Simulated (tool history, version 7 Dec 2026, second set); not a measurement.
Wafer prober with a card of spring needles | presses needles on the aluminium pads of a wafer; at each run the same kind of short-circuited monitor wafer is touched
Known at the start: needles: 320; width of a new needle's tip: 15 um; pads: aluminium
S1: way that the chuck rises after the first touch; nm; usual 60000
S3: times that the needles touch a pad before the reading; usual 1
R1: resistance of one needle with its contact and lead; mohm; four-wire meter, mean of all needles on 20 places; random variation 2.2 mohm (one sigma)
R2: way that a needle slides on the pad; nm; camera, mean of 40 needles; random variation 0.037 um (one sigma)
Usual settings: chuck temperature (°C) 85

Run 1, hour 0.0: usual settings. Result: R1 242 mohm, R2 16710 nm.
At hour 9.0: tips cleaned on abrasive film.
Run 2, hour 9.6: usual settings. Result: R1 241 mohm, R2 16600 nm.
Run 3, hour 14.8: usual settings. Result: R1 242 mohm, R2 16580 nm.
At hour 23.8: tips cleaned on abrasive film.
Run 4, hour 24.1: usual settings. Result: R1 239 mohm, R2 16700 nm.
Run 5, hour 31.0: usual settings but chuck temperature (°C) 66. Result: R1 235 mohm, R2 16580 nm.
At hour 38.6: tips cleaned on abrasive film.
Run 6, hour 41.0: usual settings but chuck temperature (°C) 66. Result: R1 239 mohm, R2 16620 nm.
Run 7, hour 49.3: usual settings but S1 79000 nm. Result: R1 242 mohm, R2 21930 nm.
At hour 53.9: tips cleaned on abrasive film.
Run 8, hour 59.1: usual settings but S1 79000 nm, chuck temperature (°C) 51. Result: R1 227 mohm, R2 21920 nm.
Run 9, hour 66.0: usual settings but chuck temperature (°C) 42. Result: R1 230 mohm, R2 16620 nm.
At hour 69.2: tips cleaned on abrasive film.
Run 10, hour 71.2: usual settings but chuck temperature (°C) 42. Result: R1 234 mohm, R2 16700 nm.
Run 11, hour 79.7: usual settings but chuck temperature (°C) 42. Result: R1 232 mohm, R2 16660 nm.

The next listed run, before its measurement:
At hour 84.2: tips cleaned on abrasive film.
Run 12, hour 90.9: usual settings but chuck temperature (°C) 42. Result: R1 ?, R2 ?.

{"run 12": {"R1": 234, "R2": 16600}}
Without the tool's hidden state the same run would have given R1 234 mohm, R2 16600 nm.

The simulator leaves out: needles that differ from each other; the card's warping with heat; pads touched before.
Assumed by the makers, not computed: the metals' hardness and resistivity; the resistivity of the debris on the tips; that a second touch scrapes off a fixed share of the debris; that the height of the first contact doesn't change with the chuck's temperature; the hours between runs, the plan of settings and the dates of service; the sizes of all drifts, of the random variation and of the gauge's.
